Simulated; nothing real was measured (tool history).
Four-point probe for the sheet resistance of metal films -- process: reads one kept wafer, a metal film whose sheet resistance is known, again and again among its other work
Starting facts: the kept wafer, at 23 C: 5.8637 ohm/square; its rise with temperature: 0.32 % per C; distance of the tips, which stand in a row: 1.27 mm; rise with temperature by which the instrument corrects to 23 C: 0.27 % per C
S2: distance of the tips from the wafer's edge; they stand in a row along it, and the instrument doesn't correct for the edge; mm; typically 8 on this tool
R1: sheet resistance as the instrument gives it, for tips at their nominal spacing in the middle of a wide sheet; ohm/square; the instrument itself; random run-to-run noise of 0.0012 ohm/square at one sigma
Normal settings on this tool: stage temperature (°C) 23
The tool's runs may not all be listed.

Run 1, day 0: usual settings. Result: R1 5.943346 ohm/square.
Run 2, day 0.808: usual settings but stage temperature (°C) 20. Result: R1 5.933258 ohm/square.
Run 3, day 2.612: usual settings. Result: R1 5.943759 ohm/square.
Run 4, day 4.504: usual settings. Result: R1 5.941688 ohm/square.
Run 5, day 5.908: usual settings but S2 3 mm. Result: R1 6.375803 ohm/square.
Run 6, day 7.179: usual settings but S2 24 mm. Result: R1 5.870999 ohm/square.
Run 7, day 8.392: usual settings but S2 10 mm. Result: R1 5.916511 ohm/square.
Run 8, day 9.671: usual settings but S2 10 mm. Result: R1 5.913885 ohm/square.
Run 9, day 11.533: usual settings but S2 12 mm. Result: R1 5.897096 ohm/square.
Run 10, day 12.908: usual settings but S2 24 mm. Result: R1 5.873355 ohm/square.
Run 11, day 14.571: usual settings but S2 24 mm. Result: R1 5.870675 ohm/square.
Run 12, day 16.246: usual settings but S2 24 mm. Result: R1 5.87146 ohm/square.
Run 13, day 17.2: usual settings but S2 24 mm. Result: R1 5.872519 ohm/square.
Run 14, day 18.921: usual settings but S2 24 mm. Result: R1 5.87233 ohm/square.
Run 15, day 20.812: usual settings but S2 24 mm. Result: R1 5.871647 ohm/square.
Run 16, day 22.679: usual settings. Result: R1 5.944474 ohm/square.
Run 17, day 23.492: usual settings but stage temperature (°C) 20. Result: R1 5.931962 ohm/square.
Run 18, day 25.058: usual settings but stage temperature (°C) 20. Result: R1 5.934088 ohm/square.
Run 19, day 26.167: usual settings. Result: R1 5.942785 ohm/square.
Run 20, day 27.942: usual settings. Result: R1 5.942196 ohm/square.
Run 21, day 29.429: usual settings. Result: R1 5.94253 ohm/square.
Run 22, day 31.338: usual settings. Result: R1 5.941796 ohm/square.
Run 23, day 32.246: usual settings. Result: R1 5.943481 ohm/square.
Run 24, day 33.992: usual settings but stage temperature (°C) 35, S2 3 mm. Result: R1 6.413967 ohm/square.
Run 25, day 35.825: usual settings but stage temperature (°C) 19, S2 5 mm. Result: R1 6.047498 ohm/square.
Run 26, day 37.425: usual settings but stage temperature (°C) 24, S2 16 mm. Result: R1 5.886577 ohm/square.
Run 27, day 38.504: usual settings but stage temperature (°C) 30, S2 46 mm. Result: R1 5.887524 ohm/square.
Run 28, day 39.533: usual settings but stage temperature (°C) 19, S2 33 mm. Result: R1 5.856164 ohm/square.
Run 29, day 41.458: usual settings. Result: R1 5.942955 ohm/square.
Run 30, day 42.279: usual settings but stage temperature (°C) 20, S2 22 mm. Result: R1 5.86408 ohm/square.
Run 31, day 43.45: usual settings but stage temperature (°C) 35, S2 37 mm. Result: R1 5.901776 ohm/square.
Run 32, day 44.6: usual settings but stage temperature (°C) 19, S2 74 mm. Result: R1 5.854391 ohm/square.
Run 33, day 45.458: usual settings but stage temperature (°C) 25, S2 7 mm. Result: R1 5.96915 ohm/square.
Run 34, day 46.904: usual settings but stage temperature (°C) 25, S2 7 mm. Result: R1 5.972642 ohm/square.
Run 35, day 48.75: usual settings but stage temperature (°C) 25, S2 13 mm. Result: R1 5.900668 ohm/square.
Run 36, day 49.788: usual settings but stage temperature (°C) 25, S2 13 mm. Result: R1 5.89957 ohm/square.
Run 37, day 51.575: usual settings but stage temperature (°C) 20, S2 28 mm. Result: R1 5.862942 ohm/square.
Run 38, day 52.562: usual settings but S2 5 mm. Result: R1 6.061936 ohm/square.
Run 39, day 53.929: usual settings but stage temperature (°C) 26, S2 9 mm. Result: R1 5.935236 ohm/square.
Run 40, day 55.638: usual settings but stage temperature (°C) 26, S2 9 mm. Result: R1 5.935959 ohm/square.
Run 41, day 56.888: usual settings but stage temperature (°C) 32, S2 26 mm. Result: R1 5.89807 ohm/square.
Run 42, day 58.746: usual settings but stage temperature (°C) 32, S2 26 mm. Result: R1 5.897888 ohm/square.
Run 43, day 60.546: usual settings but stage temperature (°C) 32, S2 26 mm. Result: R1 5.8986 ohm/square.
Run 44, day 62.458: usual settings but stage temperature (°C) 32, S2 26 mm. Result: R1 5.898458 ohm/square.
Run 45, day 63.408: usual settings but stage temperature (°C) 19, S2 12 mm. Result: R1 5.886248 ohm/square.

Missing from the log above: 1 entry noted between runs. For each, name the pair of listed runs it sits between and say how the tool's hidden condition differs from the listed run just before to the listed run just after:
Logged between run 3 and run 4: stage's thermometer calibrated (day 3.562)
  nothing in the hidden state changes from one run to the other

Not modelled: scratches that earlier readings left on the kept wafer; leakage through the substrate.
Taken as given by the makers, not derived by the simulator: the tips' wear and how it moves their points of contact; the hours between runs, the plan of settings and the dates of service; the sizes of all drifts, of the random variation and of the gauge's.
